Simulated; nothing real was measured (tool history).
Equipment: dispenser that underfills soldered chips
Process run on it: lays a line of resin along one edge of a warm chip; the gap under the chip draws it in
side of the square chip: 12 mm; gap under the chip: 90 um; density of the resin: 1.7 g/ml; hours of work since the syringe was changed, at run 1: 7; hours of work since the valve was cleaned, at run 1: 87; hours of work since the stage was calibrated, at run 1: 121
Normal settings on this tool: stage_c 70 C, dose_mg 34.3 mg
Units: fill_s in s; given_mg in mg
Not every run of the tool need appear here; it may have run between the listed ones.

| run | hour | stage_c | dose_mg | hours of work since the syringe was changed | hours of work since the valve was cleaned | hours of work since the stage was calibrated | fill_s | given_mg |
|---|---|---|---|---|---|---|---|---|
| 1 | 0 | 70 | 34.3 | 7 | 87 | 121 | 72.6 | 33.3 |
| 2 | 3.6 | 70 | 34.3 | 9 | 90 | 123 | 79.3 | 33.29 |
|  | 5.6 | new syringe of resin |
| 3 | 10.9 | 70 | 34.3 | 4 | 94 | 128 | 60.5 | 32.92 |
| 4 | 17.4 | 70 | 34.3 | 8 | 99 | 132 | 77.3 | 33.12 |
|  | 21.4 | new syringe of resin |
| 5 | 26.4 | 70 | 34.3 | 3 | 105 | 138 | 61.2 | 32.94 |
| 6 | 30.4 | 70 | 34.3 | 6 | 107 | 140 | 66.6 | 33.07 |
|  | 37.1 | new syringe of resin |
| 7 | 38.5 | 70 | 34.3 | 1 | 113 | 146 | 51.7 | 32.97 |
|  | 41.7 | dispensing valve cleaned and set on the balance |
| 8 | 44.5 | 70 | 34.3 | 4 | 2 | 149 | 61 | 34.35 |
| 9 | 49.7 | 81 | 34.3 | 8 | 5 | 152 | 46.9 | 34.46 |
|  | 53.9 | new syringe of resin |
| 10 | 57.6 | 81 | 34.3 | 2 | 10 | 158 | 35.3 | 34.35 |
| 11 | 65.8 | 81 | 34.3 | 8 | 16 | 163 | 46.7 | 34.22 |
|  | 69.7 | new syringe of resin |
| 12 | 72 | 81 | 34.3 | 2 | 20 | 167 | 33.9 | 34.25 |
| 13 | 77.5 | 81 | 34.3 | 5 | 23 | 171 | 41.6 | 34.09 |
| 14 | 84.8 | 81 | 34.3 | 10 | 28 | 175 | 53.5 | 33.9 |
|  | 85.6 | new syringe of resin |
| 15 | 93.2 | 84 | 34.3 | 5 | 34 | 181 | 37.1 | 34.01 |
| 16 | 99.5 | 84 | 34.3 | 9 | 38 | 185 | 46.5 | 33.86 |
|  | 101.2 | new syringe of resin |
| 17 | 108.1 | 71 | 34.3 | 5 | 44 | 191 | 60.4 | 33.76 |
| 18 | 111.9 | 71 | 34.3 | 7 | 46 | 193 | 67.7 | 34.14 |
|  | 116.7 | new syringe of resin |
| 19 | 117.6 | 59 | 30.8 | 1 | 50 | 197 | 85.6 | 30.32 |
| 20 | 123.6 | 59 | 30.8 | 5 | 54 | 201 | 106.1 | 30.32 |
| 21 | 131 | 60 | 30.1 | 10 | 59 | 206 | 129.9 | 29.64 |
|  | 132.5 | new syringe of resin |
| 22 | 139.6 | 69 | 44.3 | 5 | 64 | 211 | 66.4 | 43.55 |
| 23 | 145.6 | 69 | 44.3 | 9 | 68 | 215 | 79.9 | 43.18 |
|  | 148.4 | new syringe of resin |
| 24 | 150.5 | 57 | 40.4 | 1 | 71 | 218 | 96.8 | 39.57 |
| 25 | 156.3 | 65 | 40.1 | 5 | 75 | 222 | 80.9 | 39.11 |
| 26 | 162 | 81 | 42.1 | 9 | 79 | 226 | 51.1 | 40.87 |
|  | 164 | new syringe of resin |
| 27 | 166.3 | 81 | 42.1 | 2 | 82 | 229 | 34.1 | 40.86 |
| 28 | 170.9 | 56 | 37.2 | 5 | 85 | 232 | 118.2 | 36.19 |
| 29 | 178.7 | 66 | 32 | 10 | 90 | 237 | 99.9 | 31.16 |
|  | 179.7 | new syringe of resin |
| 30 | 183.6 | 65 | 43.6 | 3 | 93 | 240 | 68.1 | 42.36 |
| 31 | 191.9 | 78 | 40.7 | 8 | 99 | 246 | 51.2 | 39.37 |
|  | 195.6 | new syringe of resin |
| 32 | 199.3 | 78 | 40.7 | 2 | 103 | 250 | 39.7 | 39.44 |
| 33 | 206.1 | 56 | 31.9 | 7 | 108 | 255 | 137 | 30.57 |
|  | 211.8 | new syringe of resin |
| 34 | 212.3 | 56 | 42.4 | 0 | 112 | 259 | 92 | 40.9 |
|  | 216.5 | dispensing valve cleaned and set on the balance |
| 35 | 218.7 | 80 | 36 | 4 | 1 | 263 | 40.2 | 36.12 |
| 36 | 227.5 | 59 | 40.6 | 10 | 7 | 268 | 132.7 | 40.55 |

4 ways to go on from here, each from the tool as it stands after run 36. What would each give?
|  | 228.3 | new syringe of resin |
| A | 236.4 | 70 | 30.8 | 5 | 13 | 274 | ? | ? |
|  | 228.3 | new syringe of resin |
| B | 236.4 | 71 | 41.3 | 5 | 13 | 274 | ? | ? |
|  | 228.3 | new syringe of resin |
| C | 236.4 | 69 | 39.8 | 5 | 13 | 274 | ? | ? |
|  | 228.3 | new syringe of resin |
| D | 236.4 | 65 | 34.1 | 5 | 13 | 274 | ? | ? |

| run | fill_s | given_mg |
|---|---|---|
| A | 67.2 | 30.6 |
| B | 61.7 | 41.04 |
| C | 67.5 | 39.71 |
| D | 80.4 | 33.8 |
With no hidden state in the tool, these same runs would have given:
| run | fill_s | given_mg |
|---|---|---|
| A | 53.3 | 30.76 |
| B | 49 | 41.26 |
| C | 53.6 | 39.93 |
| D | 64 | 33.98 |
